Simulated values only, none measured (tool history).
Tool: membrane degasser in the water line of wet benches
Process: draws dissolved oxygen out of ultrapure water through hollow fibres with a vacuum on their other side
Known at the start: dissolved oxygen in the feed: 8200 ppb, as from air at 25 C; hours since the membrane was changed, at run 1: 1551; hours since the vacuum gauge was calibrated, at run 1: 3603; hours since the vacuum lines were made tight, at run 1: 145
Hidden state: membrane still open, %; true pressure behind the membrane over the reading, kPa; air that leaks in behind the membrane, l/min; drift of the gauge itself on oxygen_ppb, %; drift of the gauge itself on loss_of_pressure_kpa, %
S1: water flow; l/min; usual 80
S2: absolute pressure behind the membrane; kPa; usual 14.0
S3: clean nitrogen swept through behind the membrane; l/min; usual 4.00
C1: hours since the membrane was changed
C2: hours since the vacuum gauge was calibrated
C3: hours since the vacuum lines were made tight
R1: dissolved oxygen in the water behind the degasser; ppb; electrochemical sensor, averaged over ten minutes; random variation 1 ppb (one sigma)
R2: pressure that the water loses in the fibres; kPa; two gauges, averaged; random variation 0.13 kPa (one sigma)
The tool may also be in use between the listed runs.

| run | hour | S1 | S2 | S3 | C1 | C2 | C3 | R1 | R2 |
|---|---|---|---|---|---|---|---|---|---|
| 1 | 0.0 | 80 | 14.0 | 4.00 | 1551 | 3603 | 145 | 465.1 | 29.52 |
| 2 | 22.2 | 82 | 14.0 | 4.00 | 1573 | 3625 | 168 | 476.5 | 30.40 |
| 3 | 45.7 | 82 | 14.0 | 4.00 | 1596 | 3648 | 191 | 476.9 | 30.38 |
| 4 | 74.9 | 96 | 14.0 | 4.00 | 1626 | 3678 | 220 | 545.9 | 35.75 |
|  | 111.7 | vacuum gauge calibrated |
| 5 | 123.1 | 96 | 14.0 | 4.00 | 1673 | 11 | 268 | 547.2 | 35.51 |
| 6 | 157.7 | 96 | 14.0 | 4.00 | 1708 | 46 | 303 | 550.1 | 35.57 |
| 7 | 192.9 | 80 | 14.0 | 4.00 | 1743 | 81 | 338 | 467.7 | 29.98 |
| 8 | 238.1 | 80 | 14.0 | 4.00 | 1788 | 126 | 383 | 468.4 | 29.91 |
| 9 | 260.3 | 80 | 9.7 | 4.00 | 1811 | 149 | 405 | 289.8 | 29.62 |
| 10 | 280.4 | 80 | 9.7 | 4.00 | 1831 | 169 | 425 | 289.5 | 29.73 |
| 11 | 320.9 | 80 | 14.0 | 3.68 | 1871 | 209 | 466 | 503.1 | 29.63 |
| 12 | 364.9 | 80 | 14.0 | 3.68 | 1915 | 253 | 510 | 501.5 | 29.74 |
| 13 | 405.3 | 80 | 14.0 | 3.68 | 1955 | 294 | 550 | 503.1 | 29.75 |
| 14 | 441.1 | 80 | 14.0 | 4.00 | 1991 | 329 | 586 | 468.0 | 29.81 |
| 15 | 481.8 | 80 | 14.0 | 4.00 | 2032 | 370 | 627 | 471.0 | 29.69 |
| 16 | 519.1 | 68 | 14.0 | 4.00 | 2069 | 407 | 664 | 405.8 | 25.20 |
| 17 | 542.8 | 68 | 14.0 | 4.00 | 2093 | 431 | 688 | 408.6 | 25.29 |
| 18 | 584.7 | 91 | 14.0 | 2.59 | 2135 | 473 | 730 | 742.3 | 33.78 |
| 19 | 606.1 | 68 | 10.4 | 2.59 | 2156 | 494 | 751 | 399.8 | 25.30 |
| 20 | 626.5 | 68 | 10.4 | 2.59 | 2177 | 515 | 771 | 399.9 | 25.08 |
| 21 | 664.5 | 67 | 10.4 | 2.59 | 2215 | 553 | 809 | 395.9 | 25.07 |
|  | 687.0 | gauge calibrated |
| 22 | 699.8 | 80 | 21.9 | 2.15 | 2250 | 588 | 845 | 1244.4 | 29.42 |
| 23 | 719.5 | 112 | 18.1 | 7.70 | 2270 | 608 | 864 | 491.6 | 41.23 |
| 24 | 759.1 | 112 | 18.1 | 7.70 | 2309 | 647 | 904 | 493.3 | 41.42 |
| 25 | 792.2 | 55 | 14.3 | 1.82 | 2342 | 680 | 937 | 663.1 | 20.45 |
| 26 | 826.4 | 89 | 11.3 | 4.00 | 2377 | 715 | 971 | 393.0 | 33.20 |
| 27 | 856.7 | 80 | 25.9 | 3.01 | 2407 | 745 | 1002 | 1154.4 | 29.76 |
| 28 | 879.1 | 80 | 25.9 | 3.01 | 2429 | 767 | 1024 | 1151.7 | 29.99 |
| 29 | 909.3 | 79 | 34.8 | 7.80 | 2460 | 798 | 1054 | 704.7 | 29.17 |
| 30 | 940.5 | 79 | 22.4 | 3.45 | 2491 | 829 | 1085 | 885.9 | 29.34 |
| 31 | 965.2 | 80 | 14.0 | 3.36 | 2515 | 853 | 1110 | 540.7 | 29.69 |
| 32 | 989.9 | 91 | 30.2 | 4.07 | 2540 | 878 | 1135 | 1178.2 | 33.80 |

Some steps in R1 between neighbouring runs. How much of each would the tool show without its hidden state too (settings, what came in, random variation), and how much is left for the hidden state, with any gauge scatter that isn't in both results?
Run 17 -> 18: S1 68 -> 91, S3 4.00 -> 2.59. R1 +333.7 ppb: hidden state +4.4, all else +329.3.
Run 21 -> 22: S1 67 -> 80, S2 10.4 -> 21.9, S3 2.59 -> 2.15, gauge calibrated. R1 +848.5 ppb: hidden state -5.0, all else +853.5.
Run 22 -> 23: S1 80 -> 112, S2 21.9 -> 18.1, S3 2.15 -> 7.70. R1 -752.8 ppb: hidden state -0.1, all else -752.7.
Run 26 -> 27: S1 89 -> 80, S2 11.3 -> 25.9, S3 4.00 -> 3.01. R1 +761.4 ppb: hidden state +2.9, all else +758.5.
Run 31 -> 32: S1 80 -> 91, S2 14.0 -> 30.2, S3 3.36 -> 4.07. R1 +637.5 ppb: hidden state +4.3, all else +633.2.
